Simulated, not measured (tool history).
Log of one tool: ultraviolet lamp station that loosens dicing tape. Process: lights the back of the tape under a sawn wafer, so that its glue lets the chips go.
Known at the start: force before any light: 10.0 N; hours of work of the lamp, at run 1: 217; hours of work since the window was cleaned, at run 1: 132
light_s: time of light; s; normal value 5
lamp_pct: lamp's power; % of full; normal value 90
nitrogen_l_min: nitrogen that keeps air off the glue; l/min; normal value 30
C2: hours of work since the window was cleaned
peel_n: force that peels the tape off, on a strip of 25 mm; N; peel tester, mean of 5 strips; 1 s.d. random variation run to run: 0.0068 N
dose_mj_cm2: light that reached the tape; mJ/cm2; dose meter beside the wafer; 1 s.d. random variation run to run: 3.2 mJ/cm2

{"run": 1, "hour": 0.0, "light_s": 5, "lamp_pct": 90, "nitrogen_l_min": 30, "hours of work of the lamp": 217, "C2": 132, "peel_n": 0.287, "dose_mj_cm2": 448}
{"run": 2, "hour": 7.8, "light_s": 5, "lamp_pct": 90, "nitrogen_l_min": 21, "hours of work of the lamp": 223, "C2": 139, "peel_n": 0.365, "dose_mj_cm2": 441}
{"run": 3, "hour": 17.2, "light_s": 7, "lamp_pct": 90, "nitrogen_l_min": 21, "hours of work of the lamp": 230, "C2": 146, "peel_n": 0.22, "dose_mj_cm2": 618}
{"run": 4, "hour": 27.3, "light_s": 5, "lamp_pct": 62, "nitrogen_l_min": 30, "hours of work of the lamp": 238, "C2": 154, "peel_n": 0.643, "dose_mj_cm2": 303}
{"run": 5, "hour": 32.1, "light_s": 5, "lamp_pct": 68, "nitrogen_l_min": 30, "hours of work of the lamp": 242, "C2": 158, "peel_n": 0.541, "dose_mj_cm2": 326}
{"run": 6, "hour": 39.3, "light_s": 5, "lamp_pct": 68, "nitrogen_l_min": 30, "hours of work of the lamp": 248, "C2": 163, "peel_n": 0.522, "dose_mj_cm2": 325}
{"run": 7, "hour": 46.0, "light_s": 5, "lamp_pct": 68, "nitrogen_l_min": 30, "hours of work of the lamp": 253, "C2": 168, "peel_n": 0.548, "dose_mj_cm2": 321}
{"run": 8, "hour": 51.7, "light_s": 5, "lamp_pct": 68, "nitrogen_l_min": 30, "hours of work of the lamp": 257, "C2": 173, "peel_n": 0.538, "dose_mj_cm2": 328}
{"run": 9, "hour": 61.9, "light_s": 5, "lamp_pct": 68, "nitrogen_l_min": 30, "hours of work of the lamp": 265, "C2": 181, "peel_n": 0.548, "dose_mj_cm2": 326}
{"run": 10, "hour": 71.4, "light_s": 5, "lamp_pct": 90, "nitrogen_l_min": 31, "hours of work of the lamp": 273, "C2": 188, "peel_n": 0.306, "dose_mj_cm2": 421}
{"run": 11, "hour": 80.7, "light_s": 5, "lamp_pct": 90, "nitrogen_l_min": 31, "hours of work of the lamp": 280, "C2": 196, "peel_n": 0.302, "dose_mj_cm2": 424}
{"run": 12, "hour": 90.4, "light_s": 5, "lamp_pct": 90, "nitrogen_l_min": 31, "hours of work of the lamp": 288, "C2": 203, "peel_n": 0.307, "dose_mj_cm2": 418}
{"run": 13, "hour": 100.0, "light_s": 5, "lamp_pct": 90, "nitrogen_l_min": 31, "hours of work of the lamp": 295, "C2": 211, "peel_n": 0.314, "dose_mj_cm2": 417}
{"run": 14, "hour": 110.0, "light_s": 5, "lamp_pct": 90, "nitrogen_l_min": 11, "hours of work of the lamp": 303, "C2": 219, "peel_n": 0.68, "dose_mj_cm2": 416}
{"run": 15, "hour": 114.4, "light_s": 4, "lamp_pct": 79, "nitrogen_l_min": 16, "hours of work of the lamp": 306, "C2": 222, "peel_n": 1.064, "dose_mj_cm2": 292}
{"run": 16, "hour": 124.2, "light_s": 4, "lamp_pct": 79, "nitrogen_l_min": 16, "hours of work of the lamp": 314, "C2": 230, "peel_n": 1.175, "dose_mj_cm2": 290}
{"hour": 125.3, "done": "window cleaned of glue's vapour"}
{"run": 17, "hour": 132.8, "light_s": 3, "lamp_pct": 90, "nitrogen_l_min": 50, "hours of work of the lamp": 320, "C2": 6, "peel_n": 0.87, "dose_mj_cm2": 224}
{"run": 18, "hour": 141.2, "light_s": 3, "lamp_pct": 87, "nitrogen_l_min": 11, "hours of work of the lamp": 327, "C2": 12, "peel_n": 2.302, "dose_mj_cm2": 215}
{"run": 19, "hour": 150.2, "light_s": 10, "lamp_pct": 90, "nitrogen_l_min": 11, "hours of work of the lamp": 334, "C2": 19, "peel_n": 0.218, "dose_mj_cm2": 731}
{"run": 20, "hour": 158.0, "light_s": 10, "lamp_pct": 90, "nitrogen_l_min": 11, "hours of work of the lamp": 340, "C2": 26, "peel_n": 0.236, "dose_mj_cm2": 733}
{"run": 21, "hour": 166.9, "light_s": 5, "lamp_pct": 90, "nitrogen_l_min": 38, "hours of work of the lamp": 347, "C2": 33, "peel_n": 0.346, "dose_mj_cm2": 366}
{"run": 22, "hour": 176.8, "light_s": 5, "lamp_pct": 90, "nitrogen_l_min": 38, "hours of work of the lamp": 355, "C2": 40, "peel_n": 0.373, "dose_mj_cm2": 363}
{"run": 23, "hour": 181.4, "light_s": 5, "lamp_pct": 69, "nitrogen_l_min": 18, "hours of work of the lamp": 359, "C2": 44, "peel_n": 1.131, "dose_mj_cm2": 276}
{"hour": 185.9, "done": "window cleaned of glue's vapour, once more"}
{"run": 24, "hour": 188.8, "light_s": 5, "lamp_pct": 60, "nitrogen_l_min": 18, "hours of work of the lamp": 364, "C2": 2, "peel_n": 0.875, "dose_mj_cm2": 309}
{"run": 25, "hour": 196.5, "light_s": 2, "lamp_pct": 90, "nitrogen_l_min": 30, "hours of work of the lamp": 370, "C2": 8, "peel_n": 1.673, "dose_mj_cm2": 185}
{"run": 26, "hour": 200.8, "light_s": 2, "lamp_pct": 88, "nitrogen_l_min": 30, "hours of work of the lamp": 373, "C2": 12, "peel_n": 1.728, "dose_mj_cm2": 183}
{"run": 27, "hour": 205.1, "light_s": 8, "lamp_pct": 88, "nitrogen_l_min": 15, "hours of work of the lamp": 377, "C2": 15, "peel_n": 0.208, "dose_mj_cm2": 726}
{"run": 28, "hour": 215.3, "light_s": 8, "lamp_pct": 81, "nitrogen_l_min": 15, "hours of work of the lamp": 385, "C2": 23, "peel_n": 0.237, "dose_mj_cm2": 652}

Pick out some run-to-run changes in peel_n. Of each, how much would a tool without hidden state show as well, from the settings, what came in and chance, and how much is left for the hidden state and any gauge scatter not in both results compared?
The tool's hidden condition here consists of: lamp's light, % of a new lamp's; light that the window lets through, % of a clean one's; drift of the gauge itself on peel_n, %; drift of the gauge itself on dose_mj_cm2, %.
Run 17 -> 18: lamp_pct 90 -> 87, nitrogen_l_min 50 -> 11. peel_n +1.432 N: hidden state +0.469, all else +0.963.
Run 18 -> 19: light_s 3 -> 10, lamp_pct 87 -> 90. peel_n -2.084 N: hidden state -0.848, all else -1.236.
Run 26 -> 27: light_s 2 -> 8, nitrogen_l_min 30 -> 15. peel_n -1.52 N: hidden state -0.221, all else -1.299.
